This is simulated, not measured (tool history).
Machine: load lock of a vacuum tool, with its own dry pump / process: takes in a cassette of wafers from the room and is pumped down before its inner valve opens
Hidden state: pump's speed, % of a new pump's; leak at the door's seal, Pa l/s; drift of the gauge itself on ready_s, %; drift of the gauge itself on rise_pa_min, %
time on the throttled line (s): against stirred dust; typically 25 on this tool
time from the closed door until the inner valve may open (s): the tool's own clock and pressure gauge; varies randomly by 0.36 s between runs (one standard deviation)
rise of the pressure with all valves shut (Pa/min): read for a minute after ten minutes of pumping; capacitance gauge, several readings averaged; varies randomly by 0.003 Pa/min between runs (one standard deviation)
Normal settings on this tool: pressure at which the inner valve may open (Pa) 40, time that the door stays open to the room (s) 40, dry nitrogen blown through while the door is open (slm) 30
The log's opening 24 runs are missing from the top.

run	hour	time on the throttled line (s)	pressure at which the inner valve may open (Pa)	time that the door stays open to the room (s)	dry nitrogen blown through while the door is open (slm)	hours that the pump has run since its overhaul	times that the door has closed on its seal	incoming humidity of the room's air, %	time from the closed door until the inner valve may open (s)	rise of the pressure with all valves shut (Pa/min)
25	3197.3	15	40	53	30	4332	16169	40.7	27.2	0.289
26	3334.5	20	54	53	30	4469	16373	46.9	31.5	0.297
27	3515.8	25	58	41	13	4650	16642	44.2	35.7	0.316
28	3623.1	17	56	42	15	4758	16802	44.4	28.8	0.316
29	3740.5	13	40	53	30	4875	16977	48.3	26.1	0.322
30	3911.0	25	78	71	30	5046	17230	43.0	34.7	0.324
31	4097.4	25	32	179	30	5232	17507	46.2	36.9	0.362
32	4186.5	16	38	40	6	5321	17639	43.7	28.0	0.347
33	4268.1	16	38	40	6	5403	17761	46.6	29.2	0.356
34	4368.5	25	36	40	24	5503	17910	46.6	36.4	0.335
35	4563.6	16	67	40	30	5698	18200	45.3	27.4	0.345
36	4696.0	25	40	40	15	5831	18397	45.2	36.4	0.356
37	4829.5	15	40	205	22	5964	18595	43.8	27.5	0.397

What if the next run were any one of these 4? Each begins from the tool's condition after run 37:
A	5000.1	40	40	26	9	6135	18849	48.3	?	?
B	5000.1	41	40	205	22	6135	18849	44.5	?	?
C	5000.1	25	40	40	10	6135	18849	47.0	?	?
D	5000.1	25	53	126	5	6135	18849	43.8	?	?

run	time from the closed door until the inner valve may open (s)	rise of the pressure with all valves shut (Pa/min)
A	49.2	0.380
B	50.2	0.413
C	36.2	0.376
D	35.8	0.419
With the hidden condition removed and each run's random variation left untouched, the same runs would have given:
run	time from the closed door until the inner valve may open (s)	rise of the pressure with all valves shut (Pa/min)
A	48.7	0.050
B	49.7	0.081
C	35.6	0.054
D	35.2	0.092
